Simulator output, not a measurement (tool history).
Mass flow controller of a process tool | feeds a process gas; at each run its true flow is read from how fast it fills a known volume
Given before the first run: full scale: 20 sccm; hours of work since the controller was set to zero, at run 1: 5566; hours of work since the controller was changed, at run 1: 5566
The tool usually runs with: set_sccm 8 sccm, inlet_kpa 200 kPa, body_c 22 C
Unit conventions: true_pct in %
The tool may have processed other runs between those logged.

| run | hour | set_sccm | inlet_kpa | body_c | hours of work since the controller was set to zero | hours of work since the controller was changed | true_pct |
|---|---|---|---|---|---|---|---|
| 1 | 0.0 | 8 | 200 | 22 | 5566 | 5566 | 92.64 |
| 2 | 77.3 | 8 | 200 | 22 | 5595 | 5595 | 92.55 |
| 3 | 233.5 | 8 | 200 | 30 | 5654 | 5654 | 91.91 |
| 4 | 397.0 | 8 | 200 | 36 | 5716 | 5716 | 91.46 |
| 5 | 515.1 | 8 | 200 | 22 | 5761 | 5761 | 92.45 |
| 6 | 604.9 | 4 | 200 | 22 | 5795 | 5795 | 89.78 |
| 7 | 690.5 | 4 | 200 | 22 | 5827 | 5827 | 89.88 |
|  | 811.0 | controller exchanged for a calibrated one |
| 8 | 844.5 | 14 | 189 | 31 | 13 | 13 | 98.80 |
| 9 | 964.1 | 14 | 189 | 31 | 58 | 58 | 98.90 |
| 10 | 1104.9 | 9 | 142 | 22 | 111 | 111 | 99.21 |
|  | 1113.7 | controller's zero set anew |
| 11 | 1208.3 | 8 | 261 | 22 | 36 | 150 | 98.26 |
| 12 | 1306.9 | 8 | 261 | 22 | 73 | 188 | 98.25 |
|  | 1449.1 | controller's zero set anew, once more |
| 13 | 1467.7 | 8 | 261 | 22 | 7 | 249 | 98.23 |
| 14 | 1609.0 | 8 | 146 | 22 | 61 | 302 | 98.84 |

Hidden condition of the tool, last listed run before each entry between runs versus first listed run after:
Run 7 -> run 8: controller exchanged for a calibrated one (hour 811.0)
  flow at rest that the sensor doesn't see, % of full scale: -0.822 -> -0.016; true flow over the shown one, %: -4.39 -> 0.03
  the result without the hidden state subtracted from the measured one, true_pct: -8.50 -> +0.00 %
Run 10 -> run 11: controller's zero set anew (hour 1113.7)
  flow at rest that the sensor doesn't see, % of full scale: -0.029 -> -0.04; true flow over the shown one, %: -0.05 -> -0.08
  the result without the hidden state subtracted from the measured one, true_pct: -0.11 -> -0.18 %
Run 12 -> run 13: controller's zero set anew, once more (hour 1449.1)
  flow at rest that the sensor doesn't see, % of full scale: -0.045 -> -0.031; true flow over the shown one, %: -0.11 -> -0.15
  the result without the hidden state subtracted from the measured one, true_pct: -0.22 -> -0.23 %

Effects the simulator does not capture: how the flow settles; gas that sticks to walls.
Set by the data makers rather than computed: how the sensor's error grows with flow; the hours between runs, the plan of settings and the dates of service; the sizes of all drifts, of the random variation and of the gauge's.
